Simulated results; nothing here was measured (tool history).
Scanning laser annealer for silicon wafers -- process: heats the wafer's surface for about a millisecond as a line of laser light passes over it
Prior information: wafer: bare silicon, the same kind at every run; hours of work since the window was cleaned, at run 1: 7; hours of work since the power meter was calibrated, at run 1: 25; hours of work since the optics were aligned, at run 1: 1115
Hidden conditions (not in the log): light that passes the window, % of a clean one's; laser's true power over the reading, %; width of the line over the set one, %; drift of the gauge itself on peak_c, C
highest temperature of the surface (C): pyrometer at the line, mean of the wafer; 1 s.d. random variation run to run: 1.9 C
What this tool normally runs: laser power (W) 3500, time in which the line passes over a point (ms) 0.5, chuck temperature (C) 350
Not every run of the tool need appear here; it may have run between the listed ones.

| run | hour | laser power (W) | time in which the line passes over a point (ms) | chuck temperature (C) | hours of work since the window was cleaned | hours of work since the power meter was calibrated | hours of work since the optics were aligned | highest temperature of the surface (C) |
|---|---|---|---|---|---|---|---|---|
| 1 | 0 | 3500 | 0.5 | 350 | 7 | 25 | 1115 | 1184 |
|  | 9.1 | optics aligned, line set to its width |
| 2 | 10.1 | 3500 | 0.5 | 350 | 9 | 28 | 0 | 1182 |
| 3 | 14.9 | 3500 | 0.5 | 350 | 11 | 30 | 3 | 1177 |
| 4 | 20.7 | 3500 | 0.5 | 350 | 14 | 32 | 5 | 1181 |
| 5 | 27.3 | 3500 | 0.5 | 350 | 17 | 35 | 8 | 1184 |
| 6 | 33.5 | 3843 | 0.5 | 350 | 20 | 38 | 11 | 1255 |
|  | 43.1 | optics aligned, line set to its width, once more |
| 7 | 46 | 3843 | 0.5 | 350 | 23 | 41 | 1 | 1273 |
| 8 | 52.9 | 3843 | 0.5 | 350 | 26 | 44 | 4 | 1272 |
| 9 | 60.3 | 3500 | 0.527 | 350 | 29 | 48 | 8 | 1215 |
| 10 | 67.1 | 3500 | 0.523 | 350 | 32 | 51 | 11 | 1216 |
| 11 | 76.1 | 3500 | 0.523 | 350 | 37 | 55 | 15 | 1212 |
| 12 | 81.2 | 3500 | 0.5 | 350 | 39 | 57 | 17 | 1192 |
| 13 | 89.5 | 3500 | 0.5 | 350 | 42 | 61 | 21 | 1193 |
| 14 | 96 | 3177 | 0.5 | 350 | 45 | 64 | 24 | 1117 |
| 15 | 104 | 3500 | 0.5 | 312 | 49 | 67 | 27 | 1156 |
| 16 | 112.2 | 3500 | 0.5 | 312 | 53 | 71 | 31 | 1151 |
| 17 | 116.6 | 3298 | 0.5 | 350 | 55 | 73 | 33 | 1144 |
| 18 | 121.3 | 3298 | 0.5 | 350 | 57 | 75 | 35 | 1145 |
| 19 | 127.2 | 3145 | 0.5 | 350 | 59 | 77 | 37 | 1108 |
| 20 | 136.1 | 3500 | 0.5 | 350 | 63 | 81 | 41 | 1185 |
| 21 | 143.2 | 3500 | 0.5 | 350 | 66 | 85 | 45 | 1185 |
| 22 | 147.4 | 3435 | 0.418 | 322 | 68 | 86 | 46 | 1062 |
| 23 | 152.3 | 3645 | 0.505 | 356 | 70 | 89 | 49 | 1231 |
| 24 | 157.9 | 3567 | 0.374 | 321 | 73 | 91 | 51 | 1044 |
| 25 | 165.9 | 3567 | 0.374 | 321 | 76 | 95 | 55 | 1044 |
| 26 | 172.3 | 3567 | 0.374 | 321 | 79 | 98 | 58 | 1044 |
| 27 | 177.1 | 3567 | 0.374 | 321 | 81 | 100 | 60 | 1043 |
| 28 | 181.8 | 3500 | 0.551 | 350 | 84 | 102 | 62 | 1235 |
| 29 | 187.3 | 3500 | 0.551 | 350 | 86 | 104 | 64 | 1233 |
| 30 | 193.3 | 3068 | 0.368 | 367 | 89 | 107 | 67 | 986 |
| 31 | 200.4 | 3010 | 0.49 | 336 | 92 | 110 | 70 | 1052 |
| 32 | 206.7 | 3039 | 0.5 | 379 | 95 | 113 | 73 | 1112 |
| 33 | 214 | 3439 | 0.5 | 350 | 98 | 116 | 76 | 1173 |
| 34 | 221.1 | 3420 | 0.54 | 350 | 101 | 119 | 79 | 1201 |
| 35 | 225.7 | 3500 | 0.604 | 350 | 103 | 121 | 81 | 1279 |
| 36 | 232.3 | 3149 | 0.544 | 357 | 106 | 124 | 84 | 1148 |
| 37 | 241.2 | 3686 | 0.517 | 312 | 110 | 128 | 88 | 1202 |
| 38 | 249.4 | 3686 | 0.517 | 312 | 114 | 132 | 92 | 1205 |
| 39 | 256.1 | 3375 | 0.5 | 326 | 117 | 135 | 95 | 1133 |
| 40 | 261.3 | 3491 | 0.615 | 337 | 119 | 137 | 97 | 1267 |

Describe how what the log doesn't record of the tool's condition differs between the last listed run preceding each entry between runs and the first listed run following it.
After run 1, before run 2: optics aligned, line set to its width (hour 9.1)
  light that passes the window, % of a clean one's: 99.72 -> 99.69; width of the line over the set one, %: 3.9 -> 4.65
  measured value less the no-hidden-state value, highest temperature of the surface (C): -14 -> -16
After run 6, before run 7: optics aligned, line set to its width, once more (hour 43.1)
  light that passes the window, % of a clean one's: 99.53 -> 99.48; width of the line over the set one, %: 4.69 -> 0.32
  measured value less the no-hidden-state value, highest temperature of the surface (C): -19 -> -5
